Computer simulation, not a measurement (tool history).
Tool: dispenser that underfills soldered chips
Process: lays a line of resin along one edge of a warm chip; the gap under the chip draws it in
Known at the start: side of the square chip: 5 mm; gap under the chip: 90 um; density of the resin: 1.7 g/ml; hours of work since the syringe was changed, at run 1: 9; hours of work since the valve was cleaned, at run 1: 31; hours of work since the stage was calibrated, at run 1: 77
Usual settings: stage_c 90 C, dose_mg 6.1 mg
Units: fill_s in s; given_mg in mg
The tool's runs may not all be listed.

| run | day | stage_c | dose_mg | hours of work since the syringe was changed | hours of work since the valve was cleaned | hours of work since the stage was calibrated | fill_s | given_mg |
|---|---|---|---|---|---|---|---|---|
| 1 | 0 | 90 | 6.1 | 9 | 31 | 77 | 11.6 | 5.98 |
|  | 0.042 | new syringe of resin |
| 2 | 0.133 | 90 | 6.1 | 2 | 33 | 79 | 8.9 | 5.97 |
| 3 | 0.271 | 90 | 6.1 | 4 | 35 | 81 | 10 | 5.95 |
| 4 | 0.388 | 90 | 6.1 | 6 | 37 | 83 | 10.6 | 6.01 |
|  | 0.567 | new syringe of resin |
| 5 | 0.608 | 90 | 5.69 | 1 | 41 | 87 | 8.4 | 5.57 |
| 6 | 0.729 | 90 | 7.55 | 3 | 43 | 89 | 9 | 7.34 |
| 7 | 0.908 | 90 | 6.1 | 6 | 46 | 92 | 10 | 5.98 |
| 8 | 1.062 | 90 | 6.1 | 9 | 49 | 95 | 11.3 | 5.87 |
|  | 1.088 | new syringe of resin |
| 9 | 1.267 | 90 | 5.6 | 3 | 52 | 98 | 9.2 | 5.37 |
| 10 | 1.512 | 90 | 5.6 | 7 | 56 | 103 | 11 | 5.39 |
|  | 1.621 | new syringe of resin |
| 11 | 1.679 | 90 | 5.6 | 1 | 59 | 105 | 8.7 | 5.43 |
| 12 | 1.846 | 90 | 6.1 | 4 | 62 | 108 | 9.7 | 5.86 |
| 13 | 2.038 | 90 | 6.1 | 7 | 65 | 111 | 11.4 | 5.85 |
|  | 2.15 | new syringe of resin |
| 14 | 2.254 | 90 | 5.86 | 2 | 69 | 115 | 8.4 | 5.6 |
| 15 | 2.375 | 98 | 6.1 | 4 | 71 | 117 | 7.1 | 5.85 |
| 16 | 2.479 | 98 | 6.1 | 6 | 73 | 119 | 7.7 | 5.81 |
| 17 | 2.608 | 98 | 6.1 | 8 | 75 | 121 | 8 | 5.85 |
|  | 2.671 | new syringe of resin |
| 18 | 2.742 | 98 | 6.1 | 1 | 77 | 123 | 6.5 | 5.78 |
| 19 | 2.854 | 76 | 5.41 | 3 | 79 | 125 | 17.1 | 5.11 |
| 20 | 2.967 | 100 | 6.1 | 5 | 81 | 127 | 6.9 | 5.75 |
|  | 3.196 | new syringe of resin |
| 21 | 3.221 | 100 | 6.1 | 0 | 85 | 131 | 6 | 5.81 |
| 22 | 3.421 | 80 | 6.1 | 4 | 89 | 135 | 14.5 | 5.74 |
| 23 | 3.529 | 79 | 6.51 | 6 | 91 | 137 | 15.9 | 6.13 |
|  | 3.642 | dispensing valve cleaned and set on the balance |
| 24 | 3.692 | 90 | 5.94 | 8 | 1 | 139 | 11.6 | 5.96 |
|  | 3.767 | new syringe of resin |
| 25 | 3.821 | 77 | 5.59 | 1 | 3 | 141 | 14.6 | 5.6 |
| 26 | 4.062 | 83 | 5.59 | 5 | 7 | 145 | 13.3 | 5.6 |
|  | 4.288 | new syringe of resin |
| 27 | 4.3 | 83 | 7.04 | 0 | 11 | 149 | 10.6 | 6.98 |
| 28 | 4.488 | 89 | 7.25 | 4 | 14 | 152 | 9.4 | 7.16 |
| 29 | 4.662 | 93 | 5.51 | 7 | 17 | 155 | 9.5 | 5.46 |
| 30 | 4.767 | 93 | 5.51 | 8 | 19 | 157 | 10.5 | 5.47 |
|  | 4.821 | new syringe of resin |
| 31 | 5.017 | 95 | 5.49 | 3 | 23 | 161 | 7.2 | 5.4 |
| 32 | 5.246 | 85 | 5.2 | 7 | 27 | 165 | 13.4 | 5.07 |
|  | 5.338 | new syringe of resin |
| 33 | 5.367 | 102 | 5.2 | 0 | 29 | 167 | 5.4 | 5.1 |
| 34 | 5.475 | 102 | 7.05 | 2 | 31 | 169 | 5.3 | 6.91 |
| 35 | 5.579 | 79 | 5.68 | 4 | 33 | 171 | 14.7 | 5.57 |
| 36 | 5.754 | 79 | 5.68 | 7 | 36 | 174 | 16.8 | 5.54 |

4 ways to go on from here, each from the tool as it stands after run 36. What would each give?
|  | 5.867 | new syringe of resin |
| A | 5.983 | 77 | 5.48 | 2 | 40 | 178 | ? | ? |
|  | 5.867 | new syringe of resin |
| B | 5.983 | 99 | 5.34 | 2 | 40 | 178 | ? | ? |
|  | 5.867 | new syringe of resin |
| C | 5.983 | 97 | 5.6 | 2 | 40 | 178 | ? | ? |
|  | 5.867 | new syringe of resin |
| D | 5.983 | 78 | 6.11 | 2 | 40 | 178 | ? | ? |

| run | fill_s | given_mg |
|---|---|---|
| A | 14.7 | 5.37 |
| B | 6.4 | 5.22 |
| C | 5.9 | 5.46 |
| D | 14.1 | 5.97 |
Without the tool's hidden state the same runs would have given:
| run | fill_s | given_mg |
|---|---|---|
| A | 14.5 | 5.51 |
| B | 6.3 | 5.36 |
| C | 5.7 | 5.6 |
| D | 14 | 6.13 |
